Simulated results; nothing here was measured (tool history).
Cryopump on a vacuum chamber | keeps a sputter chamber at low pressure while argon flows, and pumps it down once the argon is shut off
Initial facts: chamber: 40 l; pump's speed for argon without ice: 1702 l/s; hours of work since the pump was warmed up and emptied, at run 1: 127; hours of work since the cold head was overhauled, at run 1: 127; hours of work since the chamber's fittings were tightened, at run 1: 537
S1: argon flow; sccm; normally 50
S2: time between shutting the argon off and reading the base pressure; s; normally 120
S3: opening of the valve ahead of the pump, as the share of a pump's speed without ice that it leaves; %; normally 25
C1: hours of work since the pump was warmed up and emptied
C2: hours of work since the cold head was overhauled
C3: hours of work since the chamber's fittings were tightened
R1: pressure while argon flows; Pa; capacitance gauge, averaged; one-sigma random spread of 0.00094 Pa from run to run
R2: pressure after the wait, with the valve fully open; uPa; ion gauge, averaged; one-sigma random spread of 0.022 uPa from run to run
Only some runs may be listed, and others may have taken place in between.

{"run": 1, "day": 0.0, "S1": 50, "S2": 120, "S3": 25, "C1": 127, "C2": 127, "C3": 537, "R1": 0.2008, "R2": 0.71}
{"run": 2, "day": 0.488, "S1": 50, "S2": 120, "S3": 25, "C1": 132, "C2": 132, "C3": 542, "R1": 0.2016, "R2": 0.7}
{"run": 3, "day": 1.025, "S1": 50, "S2": 120, "S3": 41, "C1": 137, "C2": 137, "C3": 547, "R1": 0.1223, "R2": 0.76}
{"run": 4, "day": 1.588, "S1": 50, "S2": 120, "S3": 41, "C1": 143, "C2": 143, "C3": 553, "R1": 0.1235, "R2": 0.76}
{"run": 5, "day": 1.983, "S1": 29, "S2": 120, "S3": 25, "C1": 147, "C2": 147, "C3": 557, "R1": 0.1177, "R2": 0.73}
{"run": 6, "day": 2.479, "S1": 50, "S2": 120, "S3": 25, "C1": 152, "C2": 152, "C3": 562, "R1": 0.2007, "R2": 0.75}
{"run": 7, "day": 3.062, "S1": 50, "S2": 120, "S3": 24, "C1": 158, "C2": 158, "C3": 568, "R1": 0.2083, "R2": 0.69}
{"run": 8, "day": 3.433, "S1": 42, "S2": 120, "S3": 24, "C1": 162, "C2": 162, "C3": 572, "R1": 0.1746, "R2": 0.68}
{"run": 9, "day": 3.996, "S1": 73, "S2": 120, "S3": 25, "C1": 168, "C2": 168, "C3": 578, "R1": 0.2944, "R2": 0.76}
{"run": 10, "day": 4.708, "S1": 33, "S2": 52, "S3": 41, "C1": 175, "C2": 175, "C3": 585, "R1": 0.0811, "R2": 1.26}
{"run": 11, "day": 5.05, "S1": 78, "S2": 41, "S3": 35, "C1": 179, "C2": 179, "C3": 589, "R1": 0.2247, "R2": 1.59}

Estimate the outcome of run 12 from the log above:
{"run": 12, "day": 5.779, "S1": 50, "S2": 183, "S3": 25, "C1": 186, "C2": 186, "C3": 596, "R1": "?", "R2": "?"}

R1: 0.1992 Pa
R2: 0.55 uPa
Take away the tool's hidden state, keep the run-to-run variation as it was, and the same run would have given R1 0.1973 Pa, R2 0.46 uPa.
